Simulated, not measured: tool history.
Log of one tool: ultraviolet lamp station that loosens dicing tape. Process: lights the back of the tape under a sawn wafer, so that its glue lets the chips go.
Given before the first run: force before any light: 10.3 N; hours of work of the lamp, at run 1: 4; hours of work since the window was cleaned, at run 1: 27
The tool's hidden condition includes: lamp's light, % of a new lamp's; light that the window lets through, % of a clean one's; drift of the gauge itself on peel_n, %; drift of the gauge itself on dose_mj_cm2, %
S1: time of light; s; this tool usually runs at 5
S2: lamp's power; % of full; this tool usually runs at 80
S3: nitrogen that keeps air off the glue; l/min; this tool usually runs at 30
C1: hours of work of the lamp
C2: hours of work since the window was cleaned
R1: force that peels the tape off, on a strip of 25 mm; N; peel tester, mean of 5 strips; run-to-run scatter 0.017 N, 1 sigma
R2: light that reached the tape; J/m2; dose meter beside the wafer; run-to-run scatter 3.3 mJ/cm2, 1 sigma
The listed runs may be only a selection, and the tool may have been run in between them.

run	hour	S1	S2	S3	C1	C2	R1	R2
1	0.0	5	80	30	4	27	0.874	5170
2	13.5	5	63	30	13	36	1.346	4130
3	34.1	5	80	30	28	51	0.863	5110
4	51.3	5	80	30	40	63	0.886	5050
5	74.9	5	80	30	56	79	0.903	4920
6	91.9	5	80	30	68	91	0.922	4970
7	106.5	5	80	30	79	101	0.921	4940
8	121.2	5	69	30	89	112	1.289	4290
9	142.6	5	80	30	104	126	0.970	4890
10	163.5	5	80	30	118	141	0.979	4860
11	174.3	5	80	17	126	149	1.441	4840
12	196.7	5	80	47	142	164	0.786	4760
13	214.6	5	64	30	154	177	1.553	3800
14	233.6	5	64	30	167	190	1.651	3780
15	251.3	5	64	16	180	203	2.248	3700
16	273.8	9	80	30	196	218	0.271	8380
17	296.6	3	80	30	212	234	2.574	2730
18	309.6	5	93	30	221	243	0.801	5330
19	328.7	5	93	30	234	257	0.860	5170
20	346.9	5	93	30	247	269	0.848	5210
21	367.3	5	93	30	261	284	0.866	5120
22	379.1	5	80	47	269	292	0.952	4380
23	391.4	7	70	24	278	301	0.892	5380
24	414.5	7	70	25	294	317	0.868	5310
25	424.5	2	80	29	301	324	4.217	1770
26	445.5	2	80	38	316	338	4.178	1720
27	458.6	5	91	20	325	348	1.256	4890
# hour 482.0: window cleaned of glue's vapour
28	482.9	2	92	13	342	1	5.118	1810
29	501.3	3	96	33	354	13	2.502	2810
30	512.9	5	80	19	363	22	1.939	3880
31	524.0	8	80	39	370	29	0.456	6190
32	539.9	5	81	30	382	41	1.497	3860
33	560.0	2	72	10	396	55	6.131	1360
34	570.0	2	72	10	403	62	6.418	1390
35	585.2	5	80	30	413	72	1.683	3780
# hour 599.1: window cleaned of glue's vapour, once more
36	600.8	4	80	14	424	1	2.256	3740
37	625.1	4	80	14	441	18	2.370	3760
38	636.5	3	99	30	449	26	1.912	3450
39	655.9	3	61	13	462	40	4.477	2120
40	675.7	3	61	13	476	54	4.601	2100
41	691.9	3	71	23	488	65	3.318	2400
42	707.7	3	74	23	499	76	3.327	2460
43	720.4	3	63	13	508	85	4.558	2120
44	739.3	5	62	30	521	98	1.867	3420

How would selected steps in R1 from run to run divide? Give the signed amount a tool lacking its hidden state would still show from settings, what came in and random variation, and the signed amount left for the hidden state, including any gauge scatter that is not in both of the compared results.
Run 27 -> 28: S1 5 -> 2, S2 91 -> 92, S3 20 -> 13, window cleaned of glue's vapour. R1 +3.862 N: hidden state +0.604, all else +3.258.
Run 30 -> 31: S1 5 -> 8, S3 19 -> 39. R1 -1.483 N: hidden state -0.591, all else -0.892.
Run 32 -> 33: S1 5 -> 2, S2 81 -> 72, S3 30 -> 10. R1 +4.634 N: hidden state +0.316, all else +4.318.
Run 34 -> 35: S1 2 -> 5, S2 72 -> 80, S3 10 -> 30. R1 -4.735 N: hidden state -0.271, all else -4.464.
Run 35 -> 36: S1 5 -> 4, S3 30 -> 14, window cleaned of glue's vapour, once more. R1 +0.573 N: hidden state -0.488, all else +1.061.

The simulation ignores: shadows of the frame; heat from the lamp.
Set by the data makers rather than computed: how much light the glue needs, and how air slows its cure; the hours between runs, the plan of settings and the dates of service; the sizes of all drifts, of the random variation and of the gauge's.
